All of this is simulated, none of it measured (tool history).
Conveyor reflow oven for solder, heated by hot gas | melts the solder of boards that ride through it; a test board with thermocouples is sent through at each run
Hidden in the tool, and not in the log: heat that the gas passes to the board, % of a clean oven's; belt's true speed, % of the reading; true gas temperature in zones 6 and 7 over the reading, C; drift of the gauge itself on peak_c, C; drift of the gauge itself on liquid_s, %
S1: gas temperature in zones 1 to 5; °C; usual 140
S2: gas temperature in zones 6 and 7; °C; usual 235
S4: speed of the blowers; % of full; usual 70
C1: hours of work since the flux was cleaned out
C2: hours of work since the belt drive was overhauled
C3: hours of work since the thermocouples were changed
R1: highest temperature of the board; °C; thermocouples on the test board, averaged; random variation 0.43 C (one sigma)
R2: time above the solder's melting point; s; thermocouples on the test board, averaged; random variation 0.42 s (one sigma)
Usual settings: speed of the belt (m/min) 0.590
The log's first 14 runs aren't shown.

{"run": 15, "hour": 744.7, "S1": 140, "S2": 235, "speed of the belt (m/min)": 0.59, "S4": 51, "C1": 284, "C2": 278, "C3": 1162, "R1": 207.2, "R2": 48.8}
{"run": 16, "hour": 800.3, "S1": 140, "S2": 235, "speed of the belt (m/min)": 0.59, "S4": 51, "C1": 326, "C2": 320, "C3": 1204, "R1": 206.4, "R2": 49.2}
{"hour": 805.5, "done": "thermocouples of zones 6 and 7 changed"}
{"run": 17, "hour": 861.2, "S1": 132, "S2": 235, "speed of the belt (m/min)": 0.576, "S4": 62, "C1": 370, "C2": 364, "C3": 42, "R1": 211.6, "R2": 53.2}
{"hour": 893.0, "done": "flux residue cleaned out of gas plates and filters"}
{"run": 18, "hour": 930.3, "S1": 134, "S2": 235, "speed of the belt (m/min)": 0.498, "S4": 62, "C1": 28, "C2": 412, "C3": 90, "R1": 218.8, "R2": 71.7}
{"run": 19, "hour": 979.9, "S1": 126, "S2": 227, "speed of the belt (m/min)": 0.572, "S4": 83, "C1": 65, "C2": 450, "C3": 128, "R1": 210.3, "R2": 53.4}
{"run": 20, "hour": 1022.0, "S1": 131, "S2": 230, "speed of the belt (m/min)": 0.505, "S4": 83, "C1": 97, "C2": 481, "C3": 159, "R1": 217.1, "R2": 70.0}
{"run": 21, "hour": 1082.7, "S1": 137, "S2": 233, "speed of the belt (m/min)": 0.593, "S4": 70, "C1": 143, "C2": 527, "C3": 205, "R1": 213.1, "R2": 56.2}
{"run": 22, "hour": 1141.7, "S1": 137, "S2": 233, "speed of the belt (m/min)": 0.593, "S4": 70, "C1": 187, "C2": 571, "C3": 249, "R1": 212.3, "R2": 56.4}
{"run": 23, "hour": 1200.5, "S1": 129, "S2": 235, "speed of the belt (m/min)": 0.671, "S4": 56, "C1": 232, "C2": 616, "C3": 294, "R1": 202.2, "R2": 34.4}
{"run": 24, "hour": 1229.6, "S1": 147, "S2": 242, "speed of the belt (m/min)": 0.59, "S4": 70, "C1": 253, "C2": 638, "C3": 316, "R1": 222.1, "R2": 68.1}

Forecast run 25:
{"run": 25, "hour": 1270.2, "S1": 141, "S2": 242, "speed of the belt (m/min)": 0.59, "S4": 70, "C1": 284, "C2": 668, "C3": 346, "R1": "?", "R2": "?"}

Run 25 gave R1 221.0 °C, R2 63.7 s.
Without the tool's hidden state the same run would have given R1 223.2 °C, R2 64.6 s.
